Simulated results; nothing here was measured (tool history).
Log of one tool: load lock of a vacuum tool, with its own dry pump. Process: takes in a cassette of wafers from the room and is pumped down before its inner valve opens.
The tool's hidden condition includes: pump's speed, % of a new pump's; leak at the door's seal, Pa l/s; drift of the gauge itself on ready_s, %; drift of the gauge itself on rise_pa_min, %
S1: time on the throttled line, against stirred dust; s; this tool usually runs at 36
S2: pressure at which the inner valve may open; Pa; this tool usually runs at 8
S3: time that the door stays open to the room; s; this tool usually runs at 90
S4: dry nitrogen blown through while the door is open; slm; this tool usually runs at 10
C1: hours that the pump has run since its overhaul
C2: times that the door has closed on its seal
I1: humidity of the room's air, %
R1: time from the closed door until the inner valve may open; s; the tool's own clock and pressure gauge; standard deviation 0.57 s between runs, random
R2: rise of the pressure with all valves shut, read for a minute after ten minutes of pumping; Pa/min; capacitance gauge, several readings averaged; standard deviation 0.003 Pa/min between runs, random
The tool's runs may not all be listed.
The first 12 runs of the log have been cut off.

run 13 hour=1603.7 | S1=36 S2=8 S3=49 S4=14 | C1=742 C2=6818 | I1=47.1 | R1=81.2 R2=0.048
run 14 hour=1721.6 | S1=36 S2=8 S3=90 S4=13 | C1=860 C2=6980 | I1=44.5 | R1=82.5 R2=0.047
run 15 hour=1881.6 | S1=36 S2=8 S3=90 S4=13 | C1=1020 C2=7201 | I1=40.4 | R1=81.2 R2=0.049
run 16 hour=2038 | S1=36 S2=8 S3=90 S4=13 | C1=1177 C2=7416 | I1=45.7 | R1=81.3 R2=0.05
run 17 hour=2186.9 | S1=36 S2=8 S3=90 S4=13 | C1=1326 C2=7621 | I1=46.2 | R1=82 R2=0.059
run 18 hour=2354.4 | S1=36 S2=8 S3=90 S4=43 | C1=1493 C2=7852 | I1=45.7 | R1=82.3 R2=0.035
run 19 hour=2502.5 | S1=36 S2=8 S3=90 S4=43 | C1=1641 C2=8056 | I1=48.2 | R1=81.6 R2=0.044
run 20 hour=2664.8 | S1=36 S2=8 S3=29 S4=43 | C1=1803 C2=8279 | I1=46.6 | R1=82.1 R2=0.034
run 21 hour=2842.2 | S1=36 S2=8 S3=29 S4=43 | C1=1981 C2=8523 | I1=44.1 | R1=81.4 R2=0.036
run 22 hour=2933.9 | S1=36 S2=8 S3=208 S4=10 | C1=2072 C2=8650 | I1=42.3 | R1=83.6 R2=0.08
run 23 hour=3097.8 | S1=36 S2=8 S3=114 S4=10 | C1=2236 C2=8875 | I1=43.8 | R1=82.7 R2=0.065
run 24 hour=3283.4 | S1=46 S2=10 S3=141 S4=7 | C1=2422 C2=9131 | I1=43.4 | R1=89.5 R2=0.087
run 25 hour=3388.9 | S1=46 S2=10 S3=141 S4=7 | C1=2527 C2=9276 | I1=42.3 | R1=88.7 R2=0.081
run 26 hour=3518.6 | S1=46 S2=11 S3=50 S4=7 | C1=2657 C2=9455 | I1=43.3 | R1=88.3 R2=0.061
run 27 hour=3621.2 | S1=46 S2=11 S3=50 S4=7 | C1=2760 C2=9596 | I1=45.6 | R1=90 R2=0.065
run 28 hour=3703.6 | S1=70 S2=8 S3=122 S4=26 | C1=2842 C2=9709 | I1=45.8 | R1=110.7 R2=0.061
run 29 hour=3835.8 | S1=61 S2=8 S3=90 S4=4 | C1=2974 C2=9891 | I1=43.4 | R1=101.7 R2=0.089
run 30 hour=4027.9 | S1=61 S2=16 S3=90 S4=4 | C1=3166 C2=10156 | I1=44.8 | R1=99.5 R2=0.088
run 31 hour=4217.8 | S1=50 S2=12 S3=60 S4=38 | C1=3356 C2=10418 | I1=47.4 | R1=92.6 R2=0.05
run 32 hour=4401.9 | S1=50 S2=12 S3=60 S4=38 | C1=3540 C2=10671 | I1=45.4 | R1=91.5 R2=0.044
run 33 hour=4535.8 | S1=29 S2=8 S3=90 S4=10 | C1=3674 C2=10855 | I1=48.3 | R1=77.9 R2=0.067
run 34 hour=4683 | S1=49 S2=9 S3=226 S4=24 | C1=3822 C2=11058 | I1=45.8 | R1=92.7 R2=0.07
run 35 hour=4764.1 | S1=49 S2=9 S3=226 S4=24 | C1=3903 C2=11170 | I1=46.2 | R1=94.5 R2=0.076
run 36 hour=4935.2 | S1=49 S2=9 S3=226 S4=24 | C1=4074 C2=11406 | I1=45.6 | R1=95.2 R2=0.074
run 37 hour=5090.5 | S1=25 S2=8 S3=42 S4=10 | C1=4229 C2=11619 | I1=43.4 | R1=76.1 R2=0.066

Predict each of these 3 candidate next runs independently; none follows another, all start after run 37:
run A hour=5281.7 | S1=25 S2=15 S3=150 S4=17 | C1=4420 C2=11883 | I1=46.6 | R1=? R2=?
run B hour=5281.7 | S1=49 S2=8 S3=39 S4=10 | C1=4420 C2=11883 | I1=46.8 | R1=? R2=?
run C hour=5281.7 | S1=35 S2=8 S3=90 S4=29 | C1=4420 C2=11883 | I1=45.2 | R1=? R2=?

run=A R1=72.8 R2=0.078
run=B R1=94.3 R2=0.066
run=C R1=84.2 R2=0.06
Take away the tool's hidden state, keep each run's random variation, and the runs would have read:
run=A R1=68.3 R2=0.038
run=B R1=90 R2=0.026
run=C R1=79.6 R2=0.021

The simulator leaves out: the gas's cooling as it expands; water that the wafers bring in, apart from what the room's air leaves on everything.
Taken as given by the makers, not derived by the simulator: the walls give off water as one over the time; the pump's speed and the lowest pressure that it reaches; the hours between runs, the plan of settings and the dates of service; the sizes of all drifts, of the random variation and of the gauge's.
